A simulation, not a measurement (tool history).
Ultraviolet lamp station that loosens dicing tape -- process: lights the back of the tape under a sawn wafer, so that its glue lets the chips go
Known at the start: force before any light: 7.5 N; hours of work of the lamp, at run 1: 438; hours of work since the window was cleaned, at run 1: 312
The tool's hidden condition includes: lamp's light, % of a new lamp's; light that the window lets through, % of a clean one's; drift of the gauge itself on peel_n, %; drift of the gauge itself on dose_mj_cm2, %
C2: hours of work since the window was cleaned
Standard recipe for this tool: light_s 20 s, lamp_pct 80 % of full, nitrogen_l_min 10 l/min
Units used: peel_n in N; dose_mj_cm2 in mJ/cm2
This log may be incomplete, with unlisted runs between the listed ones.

{"run": 1, "day": 0.0, "light_s": 20, "lamp_pct": 80, "nitrogen_l_min": 10, "hours of work of the lamp": 438, "C2": 312, "peel_n": 0.249, "dose_mj_cm2": 237}
{"run": 2, "day": 1.929, "light_s": 20, "lamp_pct": 80, "nitrogen_l_min": 10, "hours of work of the lamp": 459, "C2": 333, "peel_n": 0.24, "dose_mj_cm2": 236}
{"day": 3.358, "done": "window cleaned of glue's vapour"}
{"run": 3, "day": 3.358, "light_s": 17, "lamp_pct": 80, "nitrogen_l_min": 10, "hours of work of the lamp": 475, "C2": 0, "peel_n": 0.322, "dose_mj_cm2": 199}
{"run": 4, "day": 4.779, "light_s": 17, "lamp_pct": 69, "nitrogen_l_min": 10, "hours of work of the lamp": 490, "C2": 15, "peel_n": 0.451, "dose_mj_cm2": 172}
{"run": 5, "day": 7.867, "light_s": 24, "lamp_pct": 80, "nitrogen_l_min": 10, "hours of work of the lamp": 523, "C2": 49, "peel_n": 0.19, "dose_mj_cm2": 280}
{"run": 6, "day": 9.662, "light_s": 24, "lamp_pct": 80, "nitrogen_l_min": 10, "hours of work of the lamp": 543, "C2": 68, "peel_n": 0.19, "dose_mj_cm2": 280}
{"run": 7, "day": 12.367, "light_s": 24, "lamp_pct": 80, "nitrogen_l_min": 10, "hours of work of the lamp": 572, "C2": 98, "peel_n": 0.168, "dose_mj_cm2": 284}
{"run": 8, "day": 14.029, "light_s": 20, "lamp_pct": 80, "nitrogen_l_min": 10, "hours of work of the lamp": 590, "C2": 116, "peel_n": 0.24, "dose_mj_cm2": 236}
{"run": 9, "day": 15.525, "light_s": 20, "lamp_pct": 80, "nitrogen_l_min": 13, "hours of work of the lamp": 607, "C2": 132, "peel_n": 0.226, "dose_mj_cm2": 237}
{"run": 10, "day": 18.712, "light_s": 20, "lamp_pct": 80, "nitrogen_l_min": 13, "hours of work of the lamp": 641, "C2": 167, "peel_n": 0.22, "dose_mj_cm2": 236}
{"run": 11, "day": 21.354, "light_s": 20, "lamp_pct": 80, "nitrogen_l_min": 13, "hours of work of the lamp": 670, "C2": 195, "peel_n": 0.223, "dose_mj_cm2": 238}
{"run": 12, "day": 23.917, "light_s": 20, "lamp_pct": 80, "nitrogen_l_min": 13, "hours of work of the lamp": 698, "C2": 223, "peel_n": 0.209, "dose_mj_cm2": 234}
{"run": 13, "day": 25.967, "light_s": 20, "lamp_pct": 80, "nitrogen_l_min": 13, "hours of work of the lamp": 720, "C2": 245, "peel_n": 0.222, "dose_mj_cm2": 236}
{"run": 14, "day": 28.988, "light_s": 20, "lamp_pct": 80, "nitrogen_l_min": 13, "hours of work of the lamp": 753, "C2": 278, "peel_n": 0.215, "dose_mj_cm2": 237}
{"run": 15, "day": 32.192, "light_s": 20, "lamp_pct": 80, "nitrogen_l_min": 10, "hours of work of the lamp": 787, "C2": 313, "peel_n": 0.248, "dose_mj_cm2": 233}
{"run": 16, "day": 33.65, "light_s": 20, "lamp_pct": 80, "nitrogen_l_min": 10, "hours of work of the lamp": 803, "C2": 329, "peel_n": 0.228, "dose_mj_cm2": 237}
{"day": 35.45, "done": "window cleaned of glue's vapour"}
{"run": 17, "day": 36.658, "light_s": 20, "lamp_pct": 80, "nitrogen_l_min": 10, "hours of work of the lamp": 836, "C2": 13, "peel_n": 0.244, "dose_mj_cm2": 231}
{"run": 18, "day": 39.621, "light_s": 20, "lamp_pct": 80, "nitrogen_l_min": 17, "hours of work of the lamp": 868, "C2": 45, "peel_n": 0.21, "dose_mj_cm2": 234}
{"run": 19, "day": 42.954, "light_s": 20, "lamp_pct": 80, "nitrogen_l_min": 17, "hours of work of the lamp": 904, "C2": 81, "peel_n": 0.206, "dose_mj_cm2": 232}
{"run": 20, "day": 44.496, "light_s": 20, "lamp_pct": 80, "nitrogen_l_min": 10, "hours of work of the lamp": 921, "C2": 98, "peel_n": 0.248, "dose_mj_cm2": 237}
{"run": 21, "day": 46.008, "light_s": 20, "lamp_pct": 80, "nitrogen_l_min": 10, "hours of work of the lamp": 937, "C2": 115, "peel_n": 0.238, "dose_mj_cm2": 229}
{"run": 22, "day": 49.35, "light_s": 15, "lamp_pct": 80, "nitrogen_l_min": 7, "hours of work of the lamp": 973, "C2": 151, "peel_n": 0.515, "dose_mj_cm2": 176}
{"run": 23, "day": 51.362, "light_s": 30, "lamp_pct": 71, "nitrogen_l_min": 11, "hours of work of the lamp": 995, "C2": 173, "peel_n": 0.167, "dose_mj_cm2": 312}
{"day": 52.625, "done": "lamp changed"}
{"run": 24, "day": 54.554, "light_s": 17, "lamp_pct": 64, "nitrogen_l_min": 7, "hours of work of the lamp": 21, "C2": 207, "peel_n": 0.629, "dose_mj_cm2": 158}
{"run": 25, "day": 57.733, "light_s": 26, "lamp_pct": 64, "nitrogen_l_min": 5, "hours of work of the lamp": 55, "C2": 241, "peel_n": 0.307, "dose_mj_cm2": 246}
{"run": 26, "day": 59.812, "light_s": 26, "lamp_pct": 64, "nitrogen_l_min": 5, "hours of work of the lamp": 78, "C2": 264, "peel_n": 0.302, "dose_mj_cm2": 246}
{"run": 27, "day": 61.833, "light_s": 26, "lamp_pct": 64, "nitrogen_l_min": 5, "hours of work of the lamp": 100, "C2": 286, "peel_n": 0.302, "dose_mj_cm2": 243}
{"run": 28, "day": 64.025, "light_s": 26, "lamp_pct": 94, "nitrogen_l_min": 5, "hours of work of the lamp": 124, "C2": 310, "peel_n": 0.174, "dose_mj_cm2": 360}
{"run": 29, "day": 66.908, "light_s": 26, "lamp_pct": 94, "nitrogen_l_min": 3, "hours of work of the lamp": 155, "C2": 341, "peel_n": 0.203, "dose_mj_cm2": 357}
{"day": 67.567, "done": "window cleaned of glue's vapour"}
{"run": 30, "day": 68.575, "light_s": 31, "lamp_pct": 66, "nitrogen_l_min": 10, "hours of work of the lamp": 173, "C2": 11, "peel_n": 0.171, "dose_mj_cm2": 300}
{"run": 31, "day": 70.792, "light_s": 31, "lamp_pct": 66, "nitrogen_l_min": 10, "hours of work of the lamp": 197, "C2": 35, "peel_n": 0.169, "dose_mj_cm2": 301}
{"run": 32, "day": 72.938, "light_s": 13, "lamp_pct": 93, "nitrogen_l_min": 10, "hours of work of the lamp": 220, "C2": 58, "peel_n": 0.407, "dose_mj_cm2": 181}
{"run": 33, "day": 74.883, "light_s": 36, "lamp_pct": 77, "nitrogen_l_min": 10, "hours of work of the lamp": 241, "C2": 79, "peel_n": 0.149, "dose_mj_cm2": 411}
{"run": 34, "day": 78.067, "light_s": 32, "lamp_pct": 97, "nitrogen_l_min": 17, "hours of work of the lamp": 276, "C2": 114, "peel_n": 0.141, "dose_mj_cm2": 449}
{"run": 35, "day": 81.104, "light_s": 14, "lamp_pct": 84, "nitrogen_l_min": 17, "hours of work of the lamp": 309, "C2": 147, "peel_n": 0.339, "dose_mj_cm2": 171}
{"run": 36, "day": 82.571, "light_s": 14, "lamp_pct": 84, "nitrogen_l_min": 17, "hours of work of the lamp": 325, "C2": 163, "peel_n": 0.347, "dose_mj_cm2": 172}
{"run": 37, "day": 84.775, "light_s": 14, "lamp_pct": 84, "nitrogen_l_min": 17, "hours of work of the lamp": 349, "C2": 187, "peel_n": 0.341, "dose_mj_cm2": 174}
{"run": 38, "day": 87.842, "light_s": 14, "lamp_pct": 84, "nitrogen_l_min": 17, "hours of work of the lamp": 382, "C2": 220, "peel_n": 0.35, "dose_mj_cm2": 169}
{"run": 39, "day": 89.383, "light_s": 14, "lamp_pct": 84, "nitrogen_l_min": 17, "hours of work of the lamp": 399, "C2": 237, "peel_n": 0.34, "dose_mj_cm2": 169}
{"run": 40, "day": 92.246, "light_s": 14, "lamp_pct": 84, "nitrogen_l_min": 17, "hours of work of the lamp": 430, "C2": 268, "peel_n": 0.348, "dose_mj_cm2": 174}
{"run": 41, "day": 95.262, "light_s": 14, "lamp_pct": 84, "nitrogen_l_min": 17, "hours of work of the lamp": 462, "C2": 300, "peel_n": 0.353, "dose_mj_cm2": 170}

What differs in the tool's unlogged condition from the final listed run ahead of each entry between runs to the first listed run following it?
Run 2 -> run 3: window cleaned of glue's vapour (day 3.358)
  light that the window lets through, % of a clean one's: 99.8 -> 100
Run 16 -> run 17: window cleaned of glue's vapour (day 35.45)
  lamp's light, % of a new lamp's: 99.8 -> 99.7; light that the window lets through, % of a clean one's: 99.8 -> 100
Run 23 -> run 24: lamp changed (day 52.625)
  lamp's light, % of a new lamp's: 99.7 -> 100
Run 29 -> run 30: window cleaned of glue's vapour (day 67.567)
  light that the window lets through, % of a clean one's: 99.8 -> 100
